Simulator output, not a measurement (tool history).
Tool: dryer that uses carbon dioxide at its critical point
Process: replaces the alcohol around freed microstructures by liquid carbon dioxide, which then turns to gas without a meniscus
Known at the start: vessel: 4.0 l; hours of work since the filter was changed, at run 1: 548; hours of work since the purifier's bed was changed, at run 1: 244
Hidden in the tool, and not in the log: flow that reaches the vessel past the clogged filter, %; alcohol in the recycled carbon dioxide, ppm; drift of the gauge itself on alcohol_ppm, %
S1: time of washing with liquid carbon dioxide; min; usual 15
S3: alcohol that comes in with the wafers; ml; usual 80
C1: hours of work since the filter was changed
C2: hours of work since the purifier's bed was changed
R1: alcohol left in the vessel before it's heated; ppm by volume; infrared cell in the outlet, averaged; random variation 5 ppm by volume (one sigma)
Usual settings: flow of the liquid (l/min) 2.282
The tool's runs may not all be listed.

run 1 hour=0.0 | S1=15 flow_of_the_liquid_(l/min)=2.282 S3=80 | C1=548 C2=244 | R1=56
run 2 hour=14.8 | S1=15 flow_of_the_liquid_(l/min)=2.270 S3=80 | C1=555 C2=252 | R1=56
run 3 hour=25.5 | S1=15 flow_of_the_liquid_(l/min)=2.270 S3=80 | C1=561 C2=258 | R1=58
-- hour=36.0 inlet filter changed
run 4 hour=40.5 | S1=15 flow_of_the_liquid_(l/min)=2.270 S3=80 | C1=2 C2=266 | R1=49
run 5 hour=56.9 | S1=15 flow_of_the_liquid_(l/min)=2.250 S3=80 | C1=11 C2=274 | R1=57
run 6 hour=74.1 | S1=15 flow_of_the_liquid_(l/min)=2.250 S3=80 | C1=20 C2=283 | R1=54
run 7 hour=85.9 | S1=15 flow_of_the_liquid_(l/min)=2.250 S3=80 | C1=27 C2=290 | R1=54
run 8 hour=100.0 | S1=24 flow_of_the_liquid_(l/min)=2.282 S3=80 | C1=34 C2=297 | R1=42
run 9 hour=116.4 | S1=15 flow_of_the_liquid_(l/min)=3.530 S3=80 | C1=43 C2=306 | R1=48
run 10 hour=129.7 | S1=15 flow_of_the_liquid_(l/min)=1.590 S3=80 | C1=50 C2=313 | R1=114
run 11 hour=146.0 | S1=15 flow_of_the_liquid_(l/min)=2.282 S3=80 | C1=59 C2=322 | R1=60
run 12 hour=162.0 | S1=15 flow_of_the_liquid_(l/min)=2.282 S3=80 | C1=67 C2=330 | R1=62
run 13 hour=174.0 | S1=15 flow_of_the_liquid_(l/min)=2.282 S3=80 | C1=74 C2=337 | R1=53
run 14 hour=183.4 | S1=10 flow_of_the_liquid_(l/min)=2.282 S3=80 | C1=79 C2=342 | R1=129
run 15 hour=195.0 | S1=10 flow_of_the_liquid_(l/min)=2.282 S3=80 | C1=85 C2=348 | R1=133
run 16 hour=212.8 | S1=10 flow_of_the_liquid_(l/min)=2.282 S3=80 | C1=95 C2=358 | R1=141
run 17 hour=227.8 | S1=10 flow_of_the_liquid_(l/min)=2.282 S3=80 | C1=103 C2=366 | R1=138
run 18 hour=237.0 | S1=10 flow_of_the_liquid_(l/min)=2.282 S3=80 | C1=108 C2=371 | R1=132
run 19 hour=249.1 | S1=10 flow_of_the_liquid_(l/min)=2.282 S3=80 | C1=114 C2=377 | R1=148
run 20 hour=264.3 | S1=11 flow_of_the_liquid_(l/min)=2.282 S3=80 | C1=122 C2=385 | R1=110
run 21 hour=280.1 | S1=11 flow_of_the_liquid_(l/min)=2.282 S3=80 | C1=131 C2=394 | R1=102
run 22 hour=293.9 | S1=21 flow_of_the_liquid_(l/min)=2.282 S3=80 | C1=138 C2=401 | R1=58
run 23 hour=309.8 | S1=21 flow_of_the_liquid_(l/min)=2.282 S3=80 | C1=146 C2=410 | R1=72
run 24 hour=319.3 | S1=15 flow_of_the_liquid_(l/min)=2.282 S3=80 | C1=152 C2=415 | R1=74
run 25 hour=333.4 | S1=15 flow_of_the_liquid_(l/min)=2.282 S3=80 | C1=159 C2=422 | R1=79
run 26 hour=347.3 | S1=12 flow_of_the_liquid_(l/min)=3.470 S3=101 | C1=167 C2=430 | R1=64
run 27 hour=364.0 | S1=22 flow_of_the_liquid_(l/min)=1.660 S3=40 | C1=175 C2=439 | R1=68
run 28 hour=377.6 | S1=15 flow_of_the_liquid_(l/min)=3.390 S3=73 | C1=183 C2=446 | R1=64
run 29 hour=389.3 | S1=19 flow_of_the_liquid_(l/min)=2.540 S3=85 | C1=189 C2=452 | R1=75
run 30 hour=404.8 | S1=12 flow_of_the_liquid_(l/min)=1.770 S3=49 | C1=197 C2=460 | R1=150
run 31 hour=419.4 | S1=12 flow_of_the_liquid_(l/min)=2.950 S3=49 | C1=205 C2=468 | R1=76
run 32 hour=428.8 | S1=12 flow_of_the_liquid_(l/min)=2.950 S3=49 | C1=210 C2=473 | R1=86
run 33 hour=443.5 | S1=12 flow_of_the_liquid_(l/min)=2.950 S3=49 | C1=218 C2=481 | R1=80
run 34 hour=456.2 | S1=15 flow_of_the_liquid_(l/min)=2.950 S3=49 | C1=225 C2=488 | R1=81
run 35 hour=467.6 | S1=15 flow_of_the_liquid_(l/min)=2.950 S3=49 | C1=231 C2=494 | R1=76
run 36 hour=475.3 | S1=13 flow_of_the_liquid_(l/min)=2.020 S3=39 | C1=235 C2=498 | R1=99
run 37 hour=484.4 | S1=14 flow_of_the_liquid_(l/min)=2.282 S3=80 | C1=240 C2=503 | R1=90
run 38 hour=493.7 | S1=10 flow_of_the_liquid_(l/min)=2.282 S3=117 | C1=245 C2=508 | R1=215
run 39 hour=502.6 | S1=16 flow_of_the_liquid_(l/min)=2.780 S3=68 | C1=250 C2=513 | R1=82
run 40 hour=516.0 | S1=16 flow_of_the_liquid_(l/min)=2.780 S3=68 | C1=257 C2=520 | R1=73
run 41 hour=524.9 | S1=22 flow_of_the_liquid_(l/min)=2.070 S3=38 | C1=261 C2=525 | R1=81
run 42 hour=533.3 | S1=22 flow_of_the_liquid_(l/min)=2.110 S3=71 | C1=266 C2=529 | R1=77
run 43 hour=544.7 | S1=24 flow_of_the_liquid_(l/min)=2.470 S3=80 | C1=272 C2=535 | R1=90
run 44 hour=563.0 | S1=23 flow_of_the_liquid_(l/min)=2.110 S3=38 | C1=282 C2=545 | R1=73
run 45 hour=580.4 | S1=15 flow_of_the_liquid_(l/min)=1.510 S3=80 | C1=291 C2=554 | R1=175
run 46 hour=590.8 | S1=15 flow_of_the_liquid_(l/min)=3.090 S3=80 | C1=297 C2=560 | R1=78
run 47 hour=602.4 | S1=13 flow_of_the_liquid_(l/min)=2.282 S3=110 | C1=303 C2=566 | R1=111

Forecast run 48:
run 48 hour=618.5 | S1=13 flow_of_the_liquid_(l/min)=2.282 S3=110 | C1=312 C2=575 | R1=?

Run 48 gave R1 121 ppm by volume.
Without the tool's hidden state the same run would have given R1 29 ppm by volume.

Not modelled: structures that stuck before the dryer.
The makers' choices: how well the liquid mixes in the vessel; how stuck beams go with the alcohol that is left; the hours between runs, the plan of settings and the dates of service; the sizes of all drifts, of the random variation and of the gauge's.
